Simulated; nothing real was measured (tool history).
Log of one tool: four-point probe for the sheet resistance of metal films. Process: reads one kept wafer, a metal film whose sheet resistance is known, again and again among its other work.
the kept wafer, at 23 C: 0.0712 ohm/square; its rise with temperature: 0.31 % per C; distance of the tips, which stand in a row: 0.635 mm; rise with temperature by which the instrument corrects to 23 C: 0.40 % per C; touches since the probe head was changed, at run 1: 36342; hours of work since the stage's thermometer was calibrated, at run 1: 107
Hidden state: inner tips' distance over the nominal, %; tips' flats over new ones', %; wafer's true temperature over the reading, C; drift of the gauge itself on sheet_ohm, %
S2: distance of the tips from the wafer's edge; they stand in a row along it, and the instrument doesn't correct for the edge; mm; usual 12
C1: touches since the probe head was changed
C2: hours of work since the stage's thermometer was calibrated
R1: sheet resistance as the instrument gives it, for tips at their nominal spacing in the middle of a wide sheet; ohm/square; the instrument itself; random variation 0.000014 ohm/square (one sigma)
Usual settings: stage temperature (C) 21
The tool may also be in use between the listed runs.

run 1 day=0.000 | stage_temperature_(C)=21 S2=12 | C1=36342 C2=107 | R1=0.071263
run 2 day=1.179 | stage_temperature_(C)=21 S2=12 | C1=37361 C2=125 | R1=0.071248
run 3 day=1.938 | stage_temperature_(C)=21 S2=11 | C1=38015 C2=136 | R1=0.071290
run 4 day=3.442 | stage_temperature_(C)=21 S2=11 | C1=39318 C2=158 | R1=0.071278
run 5 day=5.062 | stage_temperature_(C)=21 S2=11 | C1=40718 C2=183 | R1=0.071304
run 6 day=6.483 | stage_temperature_(C)=21 S2=12 | C1=41944 C2=204 | R1=0.071273
run 7 day=7.462 | stage_temperature_(C)=21 S2=12 | C1=42792 C2=218 | R1=0.071294
run 8 day=8.312 | stage_temperature_(C)=21 S2=12 | C1=43525 C2=231 | R1=0.071264
run 9 day=9.817 | stage_temperature_(C)=21 S2=6 | C1=44826 C2=253 | R1=0.071628
-- day=10.004 stage's thermometer calibrated
run 10 day=11.167 | stage_temperature_(C)=22 S2=12 | C1=45975 C2=17 | R1=0.071229
run 11 day=12.129 | stage_temperature_(C)=24 S2=12 | C1=46807 C2=32 | R1=0.071104
run 12 day=13.583 | stage_temperature_(C)=24 S2=12 | C1=48062 C2=53 | R1=0.071132
run 13 day=14.771 | stage_temperature_(C)=34 S2=22 | C1=49091 C2=71 | R1=0.070456
run 14 day=15.617 | stage_temperature_(C)=34 S2=22 | C1=49820 C2=84 | R1=0.070462
run 15 day=17.396 | stage_temperature_(C)=20 S2=34 | C1=51357 C2=110 | R1=0.071271
run 16 day=18.996 | stage_temperature_(C)=20 S2=34 | C1=52739 C2=134 | R1=0.071305
run 17 day=20.233 | stage_temperature_(C)=20 S2=34 | C1=53811 C2=153 | R1=0.071275
-- day=20.362 stage's thermometer calibrated, once more
run 18 day=21.121 | stage_temperature_(C)=20 S2=34 | C1=54558 C2=11 | R1=0.071294
run 19 day=22.538 | stage_temperature_(C)=20 S2=34 | C1=55783 C2=32 | R1=0.071311
run 20 day=23.658 | stage_temperature_(C)=20 S2=34 | C1=56753 C2=49 | R1=0.071306
run 21 day=24.542 | stage_temperature_(C)=20 S2=34 | C1=57514 C2=62 | R1=0.071311
run 22 day=25.546 | stage_temperature_(C)=34 S2=39 | C1=58384 C2=77 | R1=0.070465
run 23 day=26.288 | stage_temperature_(C)=34 S2=39 | C1=59024 C2=88 | R1=0.070459
run 24 day=27.950 | stage_temperature_(C)=29 S2=7 | C1=60462 C2=113 | R1=0.071075

Forecast each of these 3 alternatives for the next run:
run A day=28.867 | stage_temperature_(C)=34 S2=56 | C1=61254 C2=127 | R1=?
run B day=28.867 | stage_temperature_(C)=18 S2=23 | C1=61254 C2=127 | R1=?
run C day=28.867 | stage_temperature_(C)=32 S2=67 | C1=61254 C2=127 | R1=?

run=A R1=0.070467
run=B R1=0.071468
run=C R1=0.070579
Without the tool's hidden state the same runs would have given:
run=A R1=0.070547
run=B R1=0.071550
run=C R1=0.070660
